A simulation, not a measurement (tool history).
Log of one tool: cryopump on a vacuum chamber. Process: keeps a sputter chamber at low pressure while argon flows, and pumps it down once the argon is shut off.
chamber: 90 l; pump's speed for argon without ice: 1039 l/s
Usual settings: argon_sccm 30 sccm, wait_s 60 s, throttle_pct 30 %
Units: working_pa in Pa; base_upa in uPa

{"run": 1, "hour": 0.0, "argon_sccm": 30, "wait_s": 60, "throttle_pct": 30, "working_pa": 0.1689, "base_upa": 2.38}
{"run": 2, "hour": 35.2, "argon_sccm": 30, "wait_s": 60, "throttle_pct": 18, "working_pa": 0.2753, "base_upa": 2.38}
{"run": 3, "hour": 71.2, "argon_sccm": 30, "wait_s": 60, "throttle_pct": 18, "working_pa": 0.2764, "base_upa": 2.41}
{"run": 4, "hour": 110.8, "argon_sccm": 15, "wait_s": 60, "throttle_pct": 30, "working_pa": 0.084, "base_upa": 2.61}
{"run": 5, "hour": 146.3, "argon_sccm": 15, "wait_s": 60, "throttle_pct": 30, "working_pa": 0.0851, "base_upa": 2.67}
{"run": 6, "hour": 185.2, "argon_sccm": 30, "wait_s": 60, "throttle_pct": 30, "working_pa": 0.1683, "base_upa": 2.8}
{"run": 7, "hour": 219.8, "argon_sccm": 30, "wait_s": 60, "throttle_pct": 30, "working_pa": 0.1701, "base_upa": 2.85}
{"run": 8, "hour": 253.8, "argon_sccm": 30, "wait_s": 60, "throttle_pct": 17, "working_pa": 0.295, "base_upa": 3.02}
{"run": 9, "hour": 281.2, "argon_sccm": 30, "wait_s": 60, "throttle_pct": 30, "working_pa": 0.1705, "base_upa": 3.06}
{"run": 10, "hour": 314.4, "argon_sccm": 30, "wait_s": 60, "throttle_pct": 30, "working_pa": 0.1724, "base_upa": 3.11}
{"run": 11, "hour": 341.0, "argon_sccm": 30, "wait_s": 60, "throttle_pct": 30, "working_pa": 0.1705, "base_upa": 3.21}
{"run": 12, "hour": 378.0, "argon_sccm": 30, "wait_s": 60, "throttle_pct": 30, "working_pa": 0.1735, "base_upa": 3.37}
{"run": 13, "hour": 410.2, "argon_sccm": 30, "wait_s": 60, "throttle_pct": 30, "working_pa": 0.1725, "base_upa": 3.39}
{"run": 14, "hour": 438.5, "argon_sccm": 30, "wait_s": 60, "throttle_pct": 30, "working_pa": 0.1729, "base_upa": 3.54}
{"run": 15, "hour": 460.5, "argon_sccm": 30, "wait_s": 60, "throttle_pct": 30, "working_pa": 0.1735, "base_upa": 3.59}
{"run": 16, "hour": 495.3, "argon_sccm": 30, "wait_s": 60, "throttle_pct": 30, "working_pa": 0.1736, "base_upa": 3.57}
{"run": 17, "hour": 523.7, "argon_sccm": 30, "wait_s": 60, "throttle_pct": 30, "working_pa": 0.1747, "base_upa": 3.83}
{"run": 18, "hour": 560.3, "argon_sccm": 30, "wait_s": 60, "throttle_pct": 30, "working_pa": 0.1753, "base_upa": 3.87}
{"run": 19, "hour": 586.6, "argon_sccm": 30, "wait_s": 60, "throttle_pct": 30, "working_pa": 0.178, "base_upa": 3.95}
{"run": 20, "hour": 611.0, "argon_sccm": 30, "wait_s": 60, "throttle_pct": 30, "working_pa": 0.1755, "base_upa": 4}
{"run": 21, "hour": 639.3, "argon_sccm": 30, "wait_s": 60, "throttle_pct": 19, "working_pa": 0.2705, "base_upa": 4.13}
{"run": 22, "hour": 663.1, "argon_sccm": 30, "wait_s": 60, "throttle_pct": 19, "working_pa": 0.2719, "base_upa": 4.28}
{"run": 23, "hour": 697.3, "argon_sccm": 30, "wait_s": 60, "throttle_pct": 19, "working_pa": 0.2711, "base_upa": 4.32}
{"run": 24, "hour": 729.7, "argon_sccm": 30, "wait_s": 60, "throttle_pct": 16, "working_pa": 0.3218, "base_upa": 4.56}
{"run": 25, "hour": 759.9, "argon_sccm": 25, "wait_s": 286, "throttle_pct": 16, "working_pa": 0.2684, "base_upa": 3.83}
{"hour": 768.3, "done": "pump warmed up, emptied and cooled again"}
{"run": 26, "hour": 806.8, "argon_sccm": 16, "wait_s": 26, "throttle_pct": 35, "working_pa": 0.0754, "base_upa": 5.06}
{"run": 27, "hour": 833.8, "argon_sccm": 42, "wait_s": 135, "throttle_pct": 17, "working_pa": 0.4028, "base_upa": 3.47}
{"run": 28, "hour": 872.4, "argon_sccm": 29, "wait_s": 27, "throttle_pct": 21, "working_pa": 0.2266, "base_upa": 5.32}
{"run": 29, "hour": 913.3, "argon_sccm": 29, "wait_s": 27, "throttle_pct": 21, "working_pa": 0.2266, "base_upa": 5.41}
{"run": 30, "hour": 935.5, "argon_sccm": 14, "wait_s": 60, "throttle_pct": 22, "working_pa": 0.1048, "base_upa": 4.27}
{"run": 31, "hour": 970.0, "argon_sccm": 59, "wait_s": 84, "throttle_pct": 24, "working_pa": 0.4073, "base_upa": 3.97}
{"run": 32, "hour": 1008.7, "argon_sccm": 30, "wait_s": 282, "throttle_pct": 30, "working_pa": 0.1659, "base_upa": 3.58}
{"run": 33, "hour": 1035.1, "argon_sccm": 32, "wait_s": 51, "throttle_pct": 47, "working_pa": 0.1149, "base_upa": 4.63}
{"run": 34, "hour": 1053.7, "argon_sccm": 34, "wait_s": 119, "throttle_pct": 47, "working_pa": 0.1224, "base_upa": 4.03}
{"run": 35, "hour": 1073.1, "argon_sccm": 34, "wait_s": 119, "throttle_pct": 47, "working_pa": 0.1222, "base_upa": 4.19}

3 ways to go on from here, each from the tool as it stands after run 35. What would each give?
{"run": "A", "hour": 1108.3, "argon_sccm": 30, "wait_s": 47, "throttle_pct": 30, "working_pa": "?", "base_upa": "?"}
{"run": "B", "hour": 1108.3, "argon_sccm": 48, "wait_s": 63, "throttle_pct": 33, "working_pa": "?", "base_upa": "?"}
{"run": "C", "hour": 1108.3, "argon_sccm": 19, "wait_s": 236, "throttle_pct": 46, "working_pa": "?", "base_upa": "?"}

run=A working_pa=0.1678 base_upa=4.93
run=B working_pa=0.242 base_upa=4.62
run=C working_pa=0.0695 base_upa=4
Without the tool's hidden state the same runs would have given:
run=A working_pa=0.1633 base_upa=1.51
run=B working_pa=0.2348 base_upa=1.21
run=C working_pa=0.0666 base_upa=0.56
